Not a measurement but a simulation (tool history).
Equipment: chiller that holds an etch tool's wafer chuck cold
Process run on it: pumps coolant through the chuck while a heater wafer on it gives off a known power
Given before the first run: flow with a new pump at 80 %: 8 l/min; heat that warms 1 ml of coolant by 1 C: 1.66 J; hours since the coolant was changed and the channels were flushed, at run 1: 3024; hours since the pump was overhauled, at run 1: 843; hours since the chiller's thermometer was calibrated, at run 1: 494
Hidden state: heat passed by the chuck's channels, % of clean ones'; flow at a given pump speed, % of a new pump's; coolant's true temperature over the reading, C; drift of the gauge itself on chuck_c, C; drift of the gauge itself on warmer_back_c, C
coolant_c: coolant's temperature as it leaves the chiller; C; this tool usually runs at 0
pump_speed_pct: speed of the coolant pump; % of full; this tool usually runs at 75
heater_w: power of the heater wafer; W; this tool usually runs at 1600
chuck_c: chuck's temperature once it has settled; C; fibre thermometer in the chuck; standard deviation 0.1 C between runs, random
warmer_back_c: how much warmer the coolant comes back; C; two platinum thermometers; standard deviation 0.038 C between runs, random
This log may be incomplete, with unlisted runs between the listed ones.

run    hour  coolant_c  pump_speed_pct  heater_w  hours since the coolant was changed and the channels were flushed  hours since the pump was overhauled  hours since the chiller's thermometer was calibrated  chuck_c  warmer_back_c
  1     0.0          0              75      1600                                                               3024                                  843                                                   494     17.5           7.77
  2    53.3          0              75       970                                                               3077                                  897                                                   548     10.6           4.66
  3   136.7          0              75       970                                                               3161                                  980                                                   631     10.4           4.70
  4   192.7          0              75       970                                                               3217                                 1036                                                   687     10.4           4.69
  5   259.1          0              75       970                                                               3283                                 1102                                                   753     10.5           4.72
  6   369.0          0              75       970                                                               3393                                 1212                                                   863     10.6           4.70
  7   438.4          0              75       970                                                               3462                                 1282                                                   933     10.7           4.73
  8   519.1          0              75       970                                                               3543                                 1362                                                  1014     10.5           4.74
  9   603.0          0              75      1600                                                               3627                                 1446                                                  1097     17.4           7.83
 10   655.8          0              75      1600                                                               3680                                 1499                                                  1150     17.4           7.83
 11   723.0          0              75      1600                                                               3747                                 1566                                                  1217     17.3           7.77
 12   795.0          0              75      1600                                                               3819                                 1638                                                  1289     17.3           7.80
 13   874.1          0             100      1045                                                               3898                                 1717                                                  1368      8.8           3.63
 14   935.5          6              63      2115                                                               3960                                 1779                                                  1430     32.8          12.52
 15  1026.2          0              75      1600                                                               4050                                 1870                                                  1521     17.6           7.79
 16  1103.0          0              75      1600                                                               4127                                 1946                                                  1597     17.5           7.79
 17  1207.1          0              75      1600                                                               4231                                 2050                                                  1701     17.4           7.79
 18  1314.1          0              63      1443                                                               4338                                 2157                                                  1808     18.5           8.50
 19  1379.6          0              75      1863                                                               4404                                 2223                                                  1874     20.3           9.05
 20  1495.6          2              68      1094                                                               4520                                 2339                                                  1990     15.1           5.88
 21  1568.7         -7              88      1263                                                               4593                                 2412                                                  2063      5.0           5.08
 22  1627.0         -7              88      1263                                                               4651                                 2470                                                  2121      5.1           5.15
 23  1718.1         -7              77      1263                                                               4742                                 2561                                                  2212      6.5           5.97
 24  1786.0         -7              73      2268                                                               4810                                 2629                                                  2280     18.4          11.37

Here are 3 independent what-if runs from the current tool condition. What would each one return?
  A  1845.2         -7              73      2268                                                               4869                                 2689                                                  2340        ?              ?
  B  1845.2         -2              76      1102                                                               4869                                 2689                                                  2340        ?              ?
  C  1845.2          0              92      1892                                                               4869                                 2689                                                  2340        ?              ?

run  chuck_c  warmer_back_c
  A     18.4          11.44
  B     10.0           5.28
  C     17.3           7.30
Take away the tool's hidden state, keep each run's random variation, and the runs would have read:
run  chuck_c  warmer_back_c
  A     18.4          11.44
  B     10.0           5.28
  C     17.3           7.30

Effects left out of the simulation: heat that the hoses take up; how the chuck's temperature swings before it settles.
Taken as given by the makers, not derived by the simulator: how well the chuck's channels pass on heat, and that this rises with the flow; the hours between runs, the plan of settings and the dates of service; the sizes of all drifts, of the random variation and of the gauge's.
